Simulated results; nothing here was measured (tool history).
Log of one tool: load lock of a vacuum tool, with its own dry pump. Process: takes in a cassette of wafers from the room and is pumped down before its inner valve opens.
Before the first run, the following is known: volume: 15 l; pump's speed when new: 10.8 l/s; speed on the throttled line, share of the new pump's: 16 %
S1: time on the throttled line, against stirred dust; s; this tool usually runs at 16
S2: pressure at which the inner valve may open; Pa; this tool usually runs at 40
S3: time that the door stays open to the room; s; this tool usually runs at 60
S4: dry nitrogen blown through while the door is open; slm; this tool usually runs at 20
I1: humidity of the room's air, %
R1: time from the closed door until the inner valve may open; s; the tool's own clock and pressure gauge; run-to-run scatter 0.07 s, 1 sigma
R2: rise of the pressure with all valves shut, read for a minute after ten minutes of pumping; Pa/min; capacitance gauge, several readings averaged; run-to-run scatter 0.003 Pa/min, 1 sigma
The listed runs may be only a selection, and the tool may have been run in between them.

| run | day | S1 | S2 | S3 | S4 | I1 | R1 | R2 |
|---|---|---|---|---|---|---|---|---|
| 1 | 0 | 16 | 40 | 60 | 20 | 45.8 | 24.79 | 0.066 |
| 2 | 1.925 | 16 | 40 | 60 | 10 | 45 | 24.69 | 0.079 |
| 3 | 5.492 | 16 | 43 | 60 | 20 | 42.2 | 24.73 | 0.064 |
| 4 | 8.246 | 16 | 43 | 60 | 20 | 43.4 | 24.65 | 0.067 |
| 5 | 10.375 | 16 | 77 | 60 | 20 | 45 | 23.86 | 0.065 |
| 6 | 13.271 | 16 | 77 | 60 | 20 | 45 | 23.77 | 0.064 |
| 7 | 17.125 | 16 | 77 | 60 | 20 | 45.5 | 23.78 | 0.068 |
| 8 | 18.912 | 16 | 77 | 60 | 20 | 48.2 | 23.85 | 0.067 |
| 9 | 21.892 | 17 | 40 | 60 | 20 | 45.8 | 25.68 | 0.063 |
| 10 | 24.721 | 16 | 40 | 75 | 20 | 45.6 | 24.85 | 0.074 |
| 11 | 28.375 | 16 | 40 | 75 | 20 | 46.4 | 24.81 | 0.072 |
| 12 | 31.021 | 16 | 40 | 75 | 20 | 43.4 | 24.83 | 0.073 |
| 13 | 33.675 | 16 | 40 | 75 | 20 | 45.1 | 24.88 | 0.068 |
| 14 | 37.271 | 16 | 40 | 145 | 36 | 44.4 | 24.92 | 0.072 |
| 15 | 39.125 | 29 | 40 | 60 | 8 | 43.5 | 35.81 | 0.083 |
| 16 | 41.388 | 29 | 40 | 60 | 8 | 41.7 | 35.67 | 0.075 |
| 17 | 44.542 | 29 | 40 | 60 | 8 | 47.6 | 35.73 | 0.087 |
| 18 | 46.317 | 29 | 40 | 60 | 8 | 45.3 | 35.7 | 0.08 |
| 19 | 49.092 | 8 | 40 | 27 | 5 | 45 | 18.2 | 0.068 |
| 20 | 53.075 | 12 | 36 | 60 | 20 | 45.4 | 21.7 | 0.068 |
| 21 | 57.096 | 12 | 36 | 60 | 20 | 48.7 | 21.76 | 0.079 |
| 22 | 61.096 | 9 | 36 | 226 | 20 | 45.4 | 19.33 | 0.1 |
| 23 | 63.854 | 9 | 36 | 226 | 20 | 45.8 | 19.28 | 0.1 |

Alternative continuations, all from the tool just after run 23; predict every row:
| A | 65.612 | 9 | 42 | 226 | 24 | 45.5 | ? | ? |
| B | 65.612 | 9 | 33 | 45 | 17 | 44.9 | ? | ? |
| C | 65.612 | 9 | 51 | 226 | 6 | 47.6 | ? | ? |

| run | R1 | R2 |
|---|---|---|
| A | 19.07 | 0.092 |
| B | 19.46 | 0.07 |
| C | 18.73 | 0.127 |
What these runs would have given with no unlogged condition in the tool:
| run | R1 | R2 |
|---|---|---|
| A | 18.47 | 0.075 |
| B | 18.84 | 0.053 |
| C | 18.15 | 0.11 |

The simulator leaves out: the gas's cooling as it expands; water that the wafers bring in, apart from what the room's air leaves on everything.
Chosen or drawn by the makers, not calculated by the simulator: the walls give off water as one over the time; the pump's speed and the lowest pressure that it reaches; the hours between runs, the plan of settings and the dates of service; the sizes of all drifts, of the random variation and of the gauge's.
